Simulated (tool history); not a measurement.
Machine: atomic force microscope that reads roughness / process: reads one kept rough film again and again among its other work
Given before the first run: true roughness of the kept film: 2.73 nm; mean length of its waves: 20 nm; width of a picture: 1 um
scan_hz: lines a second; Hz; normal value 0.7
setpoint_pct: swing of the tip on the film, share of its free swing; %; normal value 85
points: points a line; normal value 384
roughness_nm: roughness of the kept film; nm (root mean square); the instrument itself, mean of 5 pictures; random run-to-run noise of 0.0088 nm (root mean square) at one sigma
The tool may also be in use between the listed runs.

run,hour,scan_hz,setpoint_pct,points,roughness_nm
1,0,0.7,85,384,1.255
2,41.3,0.7,85,384,1.153
# hour 48.1: new tip fitted
3,89.4,0.7,85,384,1.671
4,145.4,0.7,85,384,1.437
5,208,0.7,85,679,1.229
# hour 240.3: new tip fitted
6,261.3,0.7,85,384,1.801
7,297,0.7,85,384,1.582
8,360.3,0.7,85,802,1.341
9,403.8,0.7,85,802,1.196
# hour 432.1: new tip fitted
10,454.4,0.7,85,802,1.793
11,499.6,2.69,85,492,1.276
12,554.4,0.7,63,753,1.408
13,601.9,0.7,63,753,1.258
# hour 626.7: new tip fitted
14,661.2,1.42,63,398,1.716
15,714,1.42,63,398,1.48
16,760.3,1.387,85,635,1.194

Each row is a separate what-if for the run after 16, all from the same tool condition, not one after another. Results?
A,791.6,1.132,79,384,?
B,791.6,2.92,66,467,?
C,791.6,2.34,67,524,?
D,791.6,1.787,76,701,?

run,roughness_nm
A,1.148
B,1.122
C,1.143
D,1.112
The same runs, with their run-to-run variation unchanged, on a tool lacking any hidden condition would have given:
run,roughness_nm
A,1.938
B,1.893
C,1.934
D,1.881
